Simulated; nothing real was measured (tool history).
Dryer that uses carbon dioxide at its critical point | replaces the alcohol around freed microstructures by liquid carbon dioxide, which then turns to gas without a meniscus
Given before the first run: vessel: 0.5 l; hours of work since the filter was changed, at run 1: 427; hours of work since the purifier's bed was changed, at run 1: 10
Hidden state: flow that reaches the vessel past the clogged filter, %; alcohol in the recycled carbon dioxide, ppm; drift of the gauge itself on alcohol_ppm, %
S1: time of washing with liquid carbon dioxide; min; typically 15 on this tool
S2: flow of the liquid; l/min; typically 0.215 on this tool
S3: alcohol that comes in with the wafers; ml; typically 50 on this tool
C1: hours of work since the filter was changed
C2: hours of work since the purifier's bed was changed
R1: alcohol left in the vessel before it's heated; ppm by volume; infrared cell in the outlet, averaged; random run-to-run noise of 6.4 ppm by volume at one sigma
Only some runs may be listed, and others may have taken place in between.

{"run": 1, "hour": 0.0, "S1": 15, "S2": 0.215, "S3": 50, "C1": 427, "C2": 10, "R1": 372}
{"run": 2, "hour": 36.9, "S1": 15, "S2": 0.215, "S3": 50, "C1": 453, "C2": 37, "R1": 393}
{"run": 3, "hour": 66.5, "S1": 15, "S2": 0.215, "S3": 50, "C1": 475, "C2": 58, "R1": 401}
{"run": 4, "hour": 92.5, "S1": 15, "S2": 0.215, "S3": 50, "C1": 494, "C2": 77, "R1": 394}
{"run": 5, "hour": 139.0, "S1": 15, "S2": 0.215, "S3": 50, "C1": 527, "C2": 111, "R1": 413}
{"run": 6, "hour": 185.6, "S1": 15, "S2": 0.215, "S3": 50, "C1": 561, "C2": 144, "R1": 432}
{"hour": 204.0, "done": "inlet filter changed"}
{"run": 7, "hour": 231.9, "S1": 15, "S2": 0.232, "S3": 50, "C1": 20, "C2": 177, "R1": 208}
{"run": 8, "hour": 279.7, "S1": 15, "S2": 0.299, "S3": 50, "C1": 55, "C2": 211, "R1": 70}
{"run": 9, "hour": 312.8, "S1": 15, "S2": 0.299, "S3": 50, "C1": 79, "C2": 235, "R1": 82}
{"run": 10, "hour": 334.7, "S1": 15, "S2": 0.299, "S3": 50, "C1": 94, "C2": 251, "R1": 79}
{"run": 11, "hour": 376.5, "S1": 12, "S2": 0.215, "S3": 50, "C1": 124, "C2": 281, "R1": 1033}
{"run": 12, "hour": 417.2, "S1": 12, "S2": 0.215, "S3": 50, "C1": 154, "C2": 310, "R1": 1049}
{"run": 13, "hour": 453.7, "S1": 12, "S2": 0.215, "S3": 50, "C1": 180, "C2": 337, "R1": 1099}
{"run": 14, "hour": 496.8, "S1": 15, "S2": 0.215, "S3": 39, "C1": 211, "C2": 368, "R1": 320}
{"run": 15, "hour": 517.6, "S1": 15, "S2": 0.215, "S3": 39, "C1": 226, "C2": 383, "R1": 331}
{"run": 16, "hour": 565.0, "S1": 15, "S2": 0.215, "S3": 39, "C1": 260, "C2": 417, "R1": 343}
{"run": 17, "hour": 603.4, "S1": 15, "S2": 0.215, "S3": 39, "C1": 288, "C2": 445, "R1": 336}
{"run": 18, "hour": 650.9, "S1": 15, "S2": 0.215, "S3": 38, "C1": 322, "C2": 479, "R1": 343}
{"run": 19, "hour": 696.8, "S1": 22, "S2": 0.233, "S3": 88, "C1": 355, "C2": 512, "R1": 110}
{"run": 20, "hour": 741.6, "S1": 22, "S2": 0.233, "S3": 88, "C1": 388, "C2": 544, "R1": 130}
{"run": 21, "hour": 762.5, "S1": 22, "S2": 0.261, "S3": 88, "C1": 403, "C2": 560, "R1": 120}
{"run": 22, "hour": 802.9, "S1": 15, "S2": 0.242, "S3": 93, "C1": 432, "C2": 589, "R1": 452}
{"run": 23, "hour": 835.7, "S1": 15, "S2": 0.242, "S3": 93, "C1": 456, "C2": 612, "R1": 463}
{"run": 24, "hour": 879.9, "S1": 15, "S2": 0.242, "S3": 93, "C1": 488, "C2": 644, "R1": 470}
{"run": 25, "hour": 900.3, "S1": 18, "S2": 0.262, "S3": 119, "C1": 502, "C2": 659, "R1": 193}
{"run": 26, "hour": 920.8, "S1": 16, "S2": 0.256, "S3": 48, "C1": 517, "C2": 674, "R1": 210}
{"run": 27, "hour": 947.6, "S1": 16, "S2": 0.256, "S3": 48, "C1": 536, "C2": 693, "R1": 221}
{"run": 28, "hour": 969.9, "S1": 11, "S2": 0.215, "S3": 116, "C1": 553, "C2": 709, "R1": 4213}
{"hour": 996.1, "done": "inlet filter changed"}
{"run": 29, "hour": 1010.5, "S1": 15, "S2": 0.201, "S3": 21, "C1": 10, "C2": 738, "R1": 312}
{"run": 30, "hour": 1040.2, "S1": 18, "S2": 0.208, "S3": 44, "C1": 32, "C2": 759, "R1": 225}
{"run": 31, "hour": 1065.7, "S1": 10, "S2": 0.203, "S3": 30, "C1": 50, "C2": 778, "R1": 1678}
{"run": 32, "hour": 1101.2, "S1": 10, "S2": 0.203, "S3": 30, "C1": 76, "C2": 803, "R1": 1617}
{"run": 33, "hour": 1127.2, "S1": 15, "S2": 0.238, "S3": 44, "C1": 95, "C2": 822, "R1": 291}
{"run": 34, "hour": 1163.7, "S1": 15, "S2": 0.238, "S3": 44, "C1": 121, "C2": 848, "R1": 295}
{"run": 35, "hour": 1202.9, "S1": 19, "S2": 0.215, "S3": 50, "C1": 149, "C2": 877, "R1": 234}

Describe how what the log doesn't record of the tool's condition differs between the last listed run preceding each entry between runs and the first listed run following it.
Runs 6 to 7: inlet filter changed (hour 204.0)
  flow that reaches the vessel past the clogged filter, %: 92.9 -> 99.4; alcohol in the recycled carbon dioxide, ppm: 32.3 -> 37.8
  measured result minus the result with no hidden state, R1: +166 -> +39 ppm by volume
Runs 28 to 29: inlet filter changed (hour 996.1)
  flow that reaches the vessel past the clogged filter, %: 92.7 -> 99.4; alcohol in the recycled carbon dioxide, ppm: 134.4 -> 139.7
  measured result minus the result with no hidden state, R1: +1235 -> +140 ppm by volume
